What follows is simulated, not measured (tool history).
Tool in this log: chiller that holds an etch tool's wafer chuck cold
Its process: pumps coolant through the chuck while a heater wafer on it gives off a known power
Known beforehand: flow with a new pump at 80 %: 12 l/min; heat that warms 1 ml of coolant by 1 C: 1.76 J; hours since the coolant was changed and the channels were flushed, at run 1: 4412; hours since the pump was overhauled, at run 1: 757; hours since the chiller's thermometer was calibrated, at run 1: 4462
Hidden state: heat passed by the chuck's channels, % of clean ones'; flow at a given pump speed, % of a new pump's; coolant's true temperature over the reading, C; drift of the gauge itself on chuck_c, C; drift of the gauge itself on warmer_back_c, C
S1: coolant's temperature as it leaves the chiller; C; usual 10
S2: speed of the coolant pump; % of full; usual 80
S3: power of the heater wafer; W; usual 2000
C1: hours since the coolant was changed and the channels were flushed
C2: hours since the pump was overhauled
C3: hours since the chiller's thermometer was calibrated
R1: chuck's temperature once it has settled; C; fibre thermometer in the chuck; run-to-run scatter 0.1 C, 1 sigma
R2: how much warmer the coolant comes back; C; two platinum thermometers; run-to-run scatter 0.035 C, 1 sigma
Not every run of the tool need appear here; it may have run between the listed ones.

run 1 hour=0 | S1=10 S2=80 S3=2000 | C1=4412 C2=757 C3=4462 | R1=28.9 R2=5.69
run 2 hour=42.6 | S1=10 S2=80 S3=2000 | C1=4454 C2=799 C3=4504 | R1=28.7 R2=5.72
run 3 hour=72.5 | S1=10 S2=70 S3=2000 | C1=4484 C2=829 C3=4534 | R1=30.6 R2=6.64
run 4 hour=95.3 | S1=10 S2=70 S3=2000 | C1=4507 C2=852 C3=4557 | R1=30.5 R2=6.49
run 5 hour=140.5 | S1=10 S2=70 S3=2000 | C1=4552 C2=897 C3=4602 | R1=30.3 R2=6.56
run 6 hour=178.5 | S1=10 S2=70 S3=2000 | C1=4590 C2=935 C3=4640 | R1=30.5 R2=6.55
run 7 hour=215.5 | S1=10 S2=70 S3=2000 | C1=4627 C2=972 C3=4677 | R1=30.6 R2=6.59
run 8 hour=240.4 | S1=10 S2=80 S3=2588 | C1=4652 C2=997 C3=4702 | R1=34.1 R2=7.43
run 9 hour=266.8 | S1=10 S2=80 S3=2000 | C1=4679 C2=1023 C3=4728 | R1=28.9 R2=5.79
run 10 hour=319.8 | S1=10 S2=63 S3=2000 | C1=4732 C2=1076 C3=4781 | R1=32 R2=7.42
run 11 hour=346 | S1=10 S2=80 S3=2000 | C1=4758 C2=1103 C3=4808 | R1=28.7 R2=5.83
run 12 hour=367.9 | S1=18 S2=80 S3=1064 | C1=4780 C2=1125 C3=4829 | R1=27.8 R2=3.17
run 13 hour=402.1 | S1=18 S2=80 S3=1064 | C1=4814 C2=1159 C3=4864 | R1=27.9 R2=3.19
run 14 hour=449.4 | S1=18 S2=80 S3=1064 | C1=4861 C2=1206 C3=4911 | R1=27.9 R2=3.2
run 15 hour=478.6 | S1=18 S2=80 S3=1064 | C1=4890 C2=1235 C3=4940 | R1=28 R2=3.23
run 16 hour=504.7 | S1=4 S2=84 S3=1236 | C1=4917 C2=1261 C3=4966 | R1=15.3 R2=3.52
run 17 hour=537.2 | S1=10 S2=90 S3=1606 | C1=4949 C2=1294 C3=4999 | R1=24 R2=4.23
run 18 hour=580.6 | S1=10 S2=80 S3=1371 | C1=4992 C2=1337 C3=5042 | R1=22.9 R2=4.12
run 19 hour=628.2 | S1=3 S2=84 S3=1498 | C1=5040 C2=1385 C3=5090 | R1=16.8 R2=4.29
run 20 hour=653.9 | S1=3 S2=84 S3=1498 | C1=5066 C2=1410 C3=5115 | R1=16.6 R2=4.31
run 21 hour=691.9 | S1=15 S2=84 S3=2706 | C1=5104 C2=1449 C3=5154 | R1=39.6 R2=7.64
run 22 hour=720.9 | S1=13 S2=91 S3=2387 | C1=5133 C2=1477 C3=5182 | R1=33.8 R2=6.3

4 options for the next run, each taken on its own from the tool as it stands now. Forecast them:
run A hour=764.9 | S1=3 S2=89 S3=1418 | C1=5177 C2=1521 C3=5226 | R1=? R2=?
run B hour=764.9 | S1=15 S2=60 S3=1923 | C1=5177 C2=1521 C3=5226 | R1=? R2=?
run C hour=764.9 | S1=13 S2=91 S3=1421 | C1=5177 C2=1521 C3=5226 | R1=? R2=?
run D hour=764.9 | S1=10 S2=71 S3=2000 | C1=5177 C2=1521 C3=5226 | R1=? R2=?

run=A R1=15.4 R2=3.87
run=B R1=36.8 R2=7.54
run=C R1=25.2 R2=3.87
run=D R1=30.3 R2=6.73
Without the tool's unlogged condition, the same runs would have read:
run=A R1=15.4 R2=3.58
run=B R1=36.8 R2=7.25
run=C R1=25.2 R2=3.59
run=D R1=30.3 R2=6.44

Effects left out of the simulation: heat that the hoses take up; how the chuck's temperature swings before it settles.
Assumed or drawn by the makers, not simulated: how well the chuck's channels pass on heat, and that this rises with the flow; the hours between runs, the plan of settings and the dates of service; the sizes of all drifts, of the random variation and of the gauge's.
